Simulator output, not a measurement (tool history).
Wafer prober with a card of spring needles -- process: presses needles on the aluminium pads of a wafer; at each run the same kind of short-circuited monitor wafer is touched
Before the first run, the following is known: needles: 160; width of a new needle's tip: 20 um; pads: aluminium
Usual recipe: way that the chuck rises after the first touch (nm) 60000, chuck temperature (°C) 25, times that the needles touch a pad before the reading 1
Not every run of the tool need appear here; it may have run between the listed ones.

run,day,way that the chuck rises after the first touch (nm),chuck temperature (°C),times that the needles touch a pad before the reading,resistance of one needle with its contact and lead (mohm),way that a needle slides on the pad (nm)
1,0.000,60000,25,1,232,13550
# day 0.371: tips cleaned on abrasive film
2,0.521,60000,25,1,287,13510
# day 0.788: tips cleaned on abrasive film
# day 1.200: tips cleaned on abrasive film
3,1.267,60000,25,2,243,13430
# day 1.571: tips cleaned on abrasive film
4,1.596,60000,25,2,234,13400
# day 1.938: tips cleaned on abrasive film
5,2.058,60000,25,3,242,13500
# day 2.346: tips cleaned on abrasive film
# day 2.696: tips cleaned on abrasive film
6,2.696,60000,25,1,233,13340
# day 3.092: tips cleaned on abrasive film
7,3.192,60000,25,1,274,13370
# day 3.442: tips cleaned on abrasive film
8,3.621,60000,59,1,303,13270
# day 3.825: tips cleaned on abrasive film
# day 4.200: tips cleaned on abrasive film
9,4.312,57000,25,1,294,12590
# day 4.546: tips cleaned on abrasive film
10,4.888,60000,31,1,339,13250
# day 4.958: tips cleaned on abrasive film
# day 5.338: tips cleaned on abrasive film
11,5.638,60000,31,1,322,13320
# day 5.708: tips cleaned on abrasive film
# day 6.088: tips cleaned on abrasive film
12,6.354,66000,25,1,304,14520
# day 6.467: tips cleaned on abrasive film
# day 6.825: tips cleaned on abrasive film
13,7.079,66000,25,1,299,14530
# day 7.212: tips cleaned on abrasive film
14,7.496,70000,25,1,295,15470
# day 7.567: tips cleaned on abrasive film
# day 7.917: tips cleaned on abrasive film
15,8.067,60000,25,1,297,13170
# day 8.308: tips cleaned on abrasive film
16,8.542,60000,76,1,319,13200
# day 8.671: tips cleaned on abrasive film
# day 9.033: tips cleaned on abrasive film
17,9.283,60000,76,1,328,13050
# day 9.421: tips cleaned on abrasive film
# day 9.812: tips cleaned on abrasive film
18,10.071,77000,25,2,257,17040
# day 10.221: tips cleaned on abrasive film
# day 10.571: tips cleaned on abrasive film
19,10.688,60000,25,2,255,13080
# day 10.746: height of the first contact set anew
# day 10.954: tips cleaned on abrasive film
20,11.279,60000,25,2,284,13620
# day 11.350: tips cleaned on abrasive film
# day 11.729: tips cleaned on abrasive film
21,11.767,60000,25,2,239,13570
# day 12.088: tips cleaned on abrasive film
22,12.417,60000,25,2,290,13540
# day 12.458: tips cleaned on abrasive film
# day 12.808: tips cleaned on abrasive film
23,13.071,60000,60,2,284,13480
# day 13.188: tips cleaned on abrasive film
# day 13.562: tips cleaned on abrasive film
24,13.854,73000,107,1,303,16490
# day 13.967: tips cleaned on abrasive film
25,14.271,73000,101,1,303,16440
# day 14.333: tips cleaned on abrasive film
26,14.650,73000,101,1,306,16440
# day 14.692: tips cleaned on abrasive film
# day 15.054: tips cleaned on abrasive film
27,15.150,73000,101,1,273,16460
# day 15.404: tips cleaned on abrasive film
# day 15.804: tips cleaned on abrasive film
28,15.946,73000,101,1,279,16440
# day 16.154: tips cleaned on abrasive film
# day 16.512: tips cleaned on abrasive film
29,16.554,73000,101,1,254,16390
# day 16.917: tips cleaned on abrasive film
30,16.992,73000,101,1,270,16350

A few steps of resistance of one needle with its contact and lead (mohm) between consecutive runs. Split each: what settings, incoming material and random variation would produce without the hidden state, and what is left over for the hidden state, along with gauge scatter present in only one of the two compared results (measured, and without hidden state):
The hidden state here: debris on the tips, nm; way that the needles fall short of the set height, um; tips' diameter, um; drift of the gauge itself on contact_mohm, %; drift of the gauge itself on scrub_um, %.
Run 1 -> 2: tips cleaned on abrasive film. resistance of one needle with its contact and lead (mohm) +55: hidden state +53, all else +2.
Run 17 -> 18: way that the chuck rises after the first touch (nm) 60000 -> 77000, chuck temperature (°C) 76 -> 25, times that the needles touch a pad before the reading 1 -> 2, tips cleaned on abrasive film, tips cleaned on abrasive film. resistance of one needle with its contact and lead (mohm) -71: hidden state -53, all else -18.
Run 21 -> 22: tips cleaned on abrasive film. resistance of one needle with its contact and lead (mohm) +51: hidden state +50, all else +1.
